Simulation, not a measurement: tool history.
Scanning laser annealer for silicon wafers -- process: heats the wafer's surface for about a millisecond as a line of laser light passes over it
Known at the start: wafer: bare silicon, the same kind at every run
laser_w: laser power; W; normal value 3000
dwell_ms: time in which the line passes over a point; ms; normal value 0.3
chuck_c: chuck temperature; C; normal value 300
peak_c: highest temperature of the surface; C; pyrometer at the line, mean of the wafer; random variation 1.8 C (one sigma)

{"run": 1, "hour": 0.0, "laser_w": 3000, "dwell_ms": 0.3, "chuck_c": 300, "peak_c": 1028}
{"run": 2, "hour": 93.0, "laser_w": 3000, "dwell_ms": 0.3, "chuck_c": 300, "peak_c": 1024}
{"run": 3, "hour": 179.3, "laser_w": 3000, "dwell_ms": 0.3, "chuck_c": 300, "peak_c": 1021}
{"run": 4, "hour": 227.9, "laser_w": 3000, "dwell_ms": 0.3, "chuck_c": 300, "peak_c": 1020}
{"run": 5, "hour": 311.2, "laser_w": 2691, "dwell_ms": 0.3, "chuck_c": 300, "peak_c": 934}
{"run": 6, "hour": 408.8, "laser_w": 2897, "dwell_ms": 0.3, "chuck_c": 300, "peak_c": 987}
{"run": 7, "hour": 500.1, "laser_w": 3000, "dwell_ms": 0.3, "chuck_c": 304, "peak_c": 1019}
{"run": 8, "hour": 574.4, "laser_w": 3000, "dwell_ms": 0.3, "chuck_c": 304, "peak_c": 1022}
{"hour": 603.2, "done": "window over the wafer cleaned"}
{"run": 9, "hour": 640.4, "laser_w": 3000, "dwell_ms": 0.3, "chuck_c": 304, "peak_c": 1035}
{"run": 10, "hour": 696.3, "laser_w": 3000, "dwell_ms": 0.3, "chuck_c": 300, "peak_c": 1029}
{"run": 11, "hour": 774.3, "laser_w": 3000, "dwell_ms": 0.3, "chuck_c": 300, "peak_c": 1025}
{"run": 12, "hour": 819.1, "laser_w": 3000, "dwell_ms": 0.3, "chuck_c": 300, "peak_c": 1026}
{"run": 13, "hour": 874.5, "laser_w": 3000, "dwell_ms": 0.3, "chuck_c": 300, "peak_c": 1026}
{"run": 14, "hour": 944.9, "laser_w": 3000, "dwell_ms": 0.354, "chuck_c": 300, "peak_c": 1077}
{"run": 15, "hour": 992.8, "laser_w": 3000, "dwell_ms": 0.354, "chuck_c": 300, "peak_c": 1075}
{"run": 16, "hour": 1081.1, "laser_w": 3000, "dwell_ms": 0.354, "chuck_c": 300, "peak_c": 1077}
{"hour": 1090.8, "done": "optics aligned, line set to its width"}
{"run": 17, "hour": 1128.9, "laser_w": 3000, "dwell_ms": 0.214, "chuck_c": 300, "peak_c": 946}
{"run": 18, "hour": 1193.0, "laser_w": 3000, "dwell_ms": 0.214, "chuck_c": 333, "peak_c": 975}
{"run": 19, "hour": 1238.4, "laser_w": 3000, "dwell_ms": 0.214, "chuck_c": 333, "peak_c": 974}
{"run": 20, "hour": 1296.1, "laser_w": 3000, "dwell_ms": 0.214, "chuck_c": 333, "peak_c": 974}
{"run": 21, "hour": 1362.2, "laser_w": 3000, "dwell_ms": 0.214, "chuck_c": 333, "peak_c": 973}
{"run": 22, "hour": 1452.5, "laser_w": 2808, "dwell_ms": 0.293, "chuck_c": 325, "peak_c": 1002}
{"run": 23, "hour": 1530.4, "laser_w": 2808, "dwell_ms": 0.293, "chuck_c": 325, "peak_c": 1000}
{"run": 24, "hour": 1582.1, "laser_w": 2570, "dwell_ms": 0.3, "chuck_c": 321, "peak_c": 935}
{"run": 25, "hour": 1640.3, "laser_w": 3002, "dwell_ms": 0.288, "chuck_c": 300, "peak_c": 1025}
{"run": 26, "hour": 1712.2, "laser_w": 2746, "dwell_ms": 0.301, "chuck_c": 332, "peak_c": 993}
{"run": 27, "hour": 1773.2, "laser_w": 3279, "dwell_ms": 0.242, "chuck_c": 326, "peak_c": 1071}
{"run": 28, "hour": 1830.6, "laser_w": 3000, "dwell_ms": 0.376, "chuck_c": 291, "peak_c": 1100}
{"run": 29, "hour": 1911.6, "laser_w": 3000, "dwell_ms": 0.376, "chuck_c": 291, "peak_c": 1099}
{"hour": 1929.7, "done": "window over the wafer cleaned"}
{"run": 30, "hour": 1994.0, "laser_w": 2669, "dwell_ms": 0.3, "chuck_c": 288, "peak_c": 938}
{"run": 31, "hour": 2062.8, "laser_w": 2669, "dwell_ms": 0.263, "chuck_c": 315, "peak_c": 926}
{"run": 32, "hour": 2123.1, "laser_w": 2661, "dwell_ms": 0.315, "chuck_c": 300, "peak_c": 957}
{"run": 33, "hour": 2192.2, "laser_w": 2661, "dwell_ms": 0.315, "chuck_c": 300, "peak_c": 959}
{"run": 34, "hour": 2286.3, "laser_w": 3286, "dwell_ms": 0.28, "chuck_c": 316, "peak_c": 1120}
{"run": 35, "hour": 2331.2, "laser_w": 3286, "dwell_ms": 0.28, "chuck_c": 316, "peak_c": 1121}
{"run": 36, "hour": 2383.3, "laser_w": 3286, "dwell_ms": 0.267, "chuck_c": 316, "peak_c": 1106}
{"run": 37, "hour": 2466.2, "laser_w": 2791, "dwell_ms": 0.3, "chuck_c": 300, "peak_c": 981}
{"run": 38, "hour": 2527.7, "laser_w": 2791, "dwell_ms": 0.3, "chuck_c": 300, "peak_c": 979}
{"run": 39, "hour": 2590.4, "laser_w": 3279, "dwell_ms": 0.3, "chuck_c": 300, "peak_c": 1127}
{"run": 40, "hour": 2666.0, "laser_w": 2777, "dwell_ms": 0.237, "chuck_c": 287, "peak_c": 893}
{"run": 41, "hour": 2733.4, "laser_w": 3162, "dwell_ms": 0.267, "chuck_c": 267, "peak_c": 1011}

Predict each of these 3 candidate next runs independently; none follows another, all start after run 41:
{"run": "A", "hour": 2815.1, "laser_w": 3162, "dwell_ms": 0.218, "chuck_c": 267, "peak_c": "?"}
{"run": "B", "hour": 2815.1, "laser_w": 2842, "dwell_ms": 0.235, "chuck_c": 329, "peak_c": "?"}
{"run": "C", "hour": 2815.1, "laser_w": 3162, "dwell_ms": 0.267, "chuck_c": 293, "peak_c": "?"}

run=A peak_c=953
run=B peak_c=947
run=C peak_c=1034
With no hidden state in the tool, these same runs would have given:
run=A peak_c=963
run=B peak_c=955
run=C peak_c=1045

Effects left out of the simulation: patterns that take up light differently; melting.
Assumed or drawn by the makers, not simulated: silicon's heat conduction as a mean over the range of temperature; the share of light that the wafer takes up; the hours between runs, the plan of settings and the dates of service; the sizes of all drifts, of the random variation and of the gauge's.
